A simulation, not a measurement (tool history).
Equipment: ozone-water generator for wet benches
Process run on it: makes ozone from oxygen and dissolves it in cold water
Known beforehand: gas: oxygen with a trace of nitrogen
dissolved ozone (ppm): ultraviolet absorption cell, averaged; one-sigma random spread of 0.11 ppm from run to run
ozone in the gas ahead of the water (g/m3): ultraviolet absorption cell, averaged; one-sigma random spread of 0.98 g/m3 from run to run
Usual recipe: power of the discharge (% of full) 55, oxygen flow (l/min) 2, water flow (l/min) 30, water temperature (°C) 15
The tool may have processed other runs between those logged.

run,hour,power of the discharge (% of full),oxygen flow (l/min),water flow (l/min),water temperature (°C),dissolved ozone (ppm),ozone in the gas ahead of the water (g/m3)
1,0,55,2,30,15,7.5,163.6
2,27.7,55,2.21,30,15,7.7,154.6
3,68.2,71,2,30,15,8.8,189.1
4,109.4,55,2,30,15,7.5,162.7
5,155.3,55,2,30,15,7.4,162.5
6,200.1,55,2,30,15,7.6,161.9
7,242.2,55,2,30,15,7.6,161
8,279.2,55,2,30,15,7.4,161.9
# hour 287.8: contactor cleaned
9,329,55,2,30,7,7.6,159.7
10,365.8,55,2,30,7,7.5,160.1
11,394.2,55,3.54,30,7,9.5,123.3
# hour 404.5: contactor cleaned, once more
12,445,55,3.54,30,7,9.8,121.8
13,471.2,84,2.72,44,19,7,176.5
14,515,84,2.72,44,19,7,174.6
15,566.7,55,1.79,30,15,7.2,169.1
16,590.5,55,1,30,15,6,224.2
17,640.8,56,2,30,7,7.9,162.5
18,667.1,70,3.01,30,7,10.5,149.4
19,717.6,55,2.37,21,15,11.4,147.2

What if the next run were any one of these 3? Each begins from the tool's condition after run 19:
A,767.4,86,3.43,30,15,?,?
B,767.4,55,2.62,21,15,?,?
C,767.4,55,2.74,21,15,?,?

run,dissolved ozone (ppm),ozone in the gas ahead of the water (g/m3)
A,11.7,158.2
B,11.7,140.2
C,12,136.8
What these runs would have given with no unlogged condition in the tool:
run,dissolved ozone (ppm),ozone in the gas ahead of the water (g/m3)
A,12.8,171.4
B,12.5,149.1
C,12.8,145.4

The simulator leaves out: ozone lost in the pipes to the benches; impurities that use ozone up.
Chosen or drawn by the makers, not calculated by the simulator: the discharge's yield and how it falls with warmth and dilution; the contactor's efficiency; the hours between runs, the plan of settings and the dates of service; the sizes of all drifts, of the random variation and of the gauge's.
